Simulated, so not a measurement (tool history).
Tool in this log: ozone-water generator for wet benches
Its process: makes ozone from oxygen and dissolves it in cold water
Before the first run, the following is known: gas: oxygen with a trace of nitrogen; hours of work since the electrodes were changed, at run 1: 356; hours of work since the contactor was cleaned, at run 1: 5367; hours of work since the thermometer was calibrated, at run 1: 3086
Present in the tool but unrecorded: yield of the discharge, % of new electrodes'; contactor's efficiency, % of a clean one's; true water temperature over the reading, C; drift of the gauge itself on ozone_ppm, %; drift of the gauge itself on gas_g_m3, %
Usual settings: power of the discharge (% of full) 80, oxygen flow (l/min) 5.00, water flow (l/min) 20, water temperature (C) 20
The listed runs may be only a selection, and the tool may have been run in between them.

| run | hour | power of the discharge (% of full) | oxygen flow (l/min) | water flow (l/min) | water temperature (C) | hours of work since the electrodes were changed | hours of work since the contactor was cleaned | hours of work since the thermometer was calibrated | dissolved ozone (ppm) | ozone in the gas ahead of the water (g/m3) |
|---|---|---|---|---|---|---|---|---|---|---|
| 1 | 0.0 | 80 | 5.00 | 20 | 20 | 356 | 5367 | 3086 | 18.3 | 203.5 |
| 2 | 18.0 | 80 | 5.00 | 20 | 20 | 368 | 5379 | 3098 | 18.5 | 204.2 |
| 3 | 51.2 | 80 | 4.49 | 20 | 20 | 391 | 5401 | 3121 | 17.8 | 210.7 |
| 4 | 72.1 | 80 | 3.73 | 20 | 20 | 405 | 5415 | 3135 | 17.1 | 226.9 |
| 5 | 90.2 | 80 | 3.73 | 20 | 20 | 417 | 5428 | 3147 | 16.7 | 224.9 |
| 6 | 121.1 | 80 | 3.73 | 20 | 20 | 438 | 5448 | 3168 | 17.3 | 224.2 |
| 7 | 152.6 | 80 | 3.73 | 20 | 20 | 459 | 5470 | 3189 | 17.2 | 225.0 |
| 8 | 186.1 | 80 | 5.00 | 20 | 24 | 481 | 5492 | 3211 | 17.5 | 203.4 |
| 9 | 224.1 | 80 | 3.18 | 20 | 20 | 507 | 5518 | 3237 | 16.3 | 239.7 |
| 10 | 242.6 | 80 | 3.18 | 20 | 20 | 519 | 5530 | 3249 | 16.1 | 236.7 |
| 11 | 262.5 | 88 | 5.00 | 20 | 20 | 533 | 5543 | 3263 | 19.9 | 221.8 |
| 12 | 296.4 | 88 | 5.00 | 20 | 20 | 556 | 5566 | 3286 | 19.8 | 220.7 |
| 13 | 327.5 | 88 | 5.00 | 20 | 20 | 577 | 5587 | 3306 | 19.9 | 221.7 |
|  | 331.7 | water thermometer calibrated |
| 14 | 358.0 | 88 | 5.00 | 20 | 20 | 597 | 5607 | 18 | 20.0 | 220.9 |
| 15 | 397.3 | 88 | 5.00 | 20 | 20 | 623 | 5634 | 44 | 19.9 | 220.3 |
| 16 | 416.2 | 68 | 5.00 | 20 | 20 | 636 | 5646 | 57 | 15.7 | 175.0 |
| 17 | 436.3 | 80 | 2.76 | 20 | 20 | 649 | 5660 | 70 | 15.6 | 248.8 |
| 18 | 471.6 | 80 | 8.12 | 20 | 20 | 673 | 5684 | 94 | 19.5 | 172.5 |
| 19 | 489.5 | 83 | 3.69 | 20 | 20 | 685 | 5696 | 106 | 17.5 | 232.1 |
| 20 | 513.6 | 83 | 3.69 | 20 | 20 | 701 | 5712 | 122 | 17.4 | 231.8 |
|  | 516.3 | water thermometer calibrated, once more |
| 21 | 534.9 | 83 | 3.69 | 20 | 20 | 715 | 5726 | 12 | 17.3 | 231.6 |
| 22 | 555.7 | 83 | 3.69 | 20 | 20 | 729 | 5740 | 26 | 17.9 | 231.1 |
| 23 | 576.8 | 87 | 5.00 | 20 | 17 | 744 | 5754 | 41 | 20.6 | 219.0 |
| 24 | 596.9 | 87 | 5.29 | 17 | 17 | 757 | 5768 | 54 | 23.7 | 214.0 |
| 25 | 634.7 | 77 | 5.29 | 29 | 17 | 782 | 5793 | 80 | 13.5 | 191.8 |
| 26 | 670.2 | 43 | 5.00 | 20 | 20 | 806 | 5817 | 103 | 10.4 | 114.6 |
| 27 | 699.1 | 74 | 4.52 | 31 | 20 | 826 | 5836 | 123 | 11.1 | 195.4 |
| 28 | 722.7 | 74 | 4.52 | 31 | 20 | 842 | 5852 | 139 | 11.2 | 193.7 |
| 29 | 752.0 | 80 | 7.88 | 20 | 20 | 861 | 5872 | 158 | 19.5 | 172.9 |
| 30 | 774.7 | 90 | 3.57 | 20 | 19 | 877 | 5887 | 174 | 19.0 | 252.2 |
| 31 | 806.4 | 54 | 2.51 | 13 | 25 | 898 | 5908 | 195 | 14.6 | 177.4 |
| 32 | 839.4 | 80 | 6.78 | 14 | 18 | 920 | 5931 | 217 | 25.5 | 184.1 |
| 33 | 866.0 | 80 | 7.15 | 20 | 20 | 938 | 5949 | 235 | 18.9 | 178.2 |

Predict each of these 3 candidate next runs independently; none follows another, all start after run 33:
| A | 907.5 | 65 | 5.00 | 20 | 20 | 966 | 5977 | 263 | ? | ? |
| B | 907.5 | 80 | 7.15 | 25 | 20 | 966 | 5977 | 263 | ? | ? |
| C | 907.5 | 80 | 7.68 | 20 | 26 | 966 | 5977 | 263 | ? | ? |

| run | dissolved ozone (ppm) | ozone in the gas ahead of the water (g/m3) |
|---|---|---|
| A | 15.0 | 166.6 |
| B | 16.2 | 178.7 |
| C | 17.6 | 174.9 |
The same runs, with their run-to-run variation unchanged, on a tool lacking any hidden condition would have given:
| run | dissolved ozone (ppm) | ozone in the gas ahead of the water (g/m3) |
|---|---|---|
| A | 15.5 | 169.3 |
| B | 16.9 | 182.1 |
| C | 18.2 | 178.2 |

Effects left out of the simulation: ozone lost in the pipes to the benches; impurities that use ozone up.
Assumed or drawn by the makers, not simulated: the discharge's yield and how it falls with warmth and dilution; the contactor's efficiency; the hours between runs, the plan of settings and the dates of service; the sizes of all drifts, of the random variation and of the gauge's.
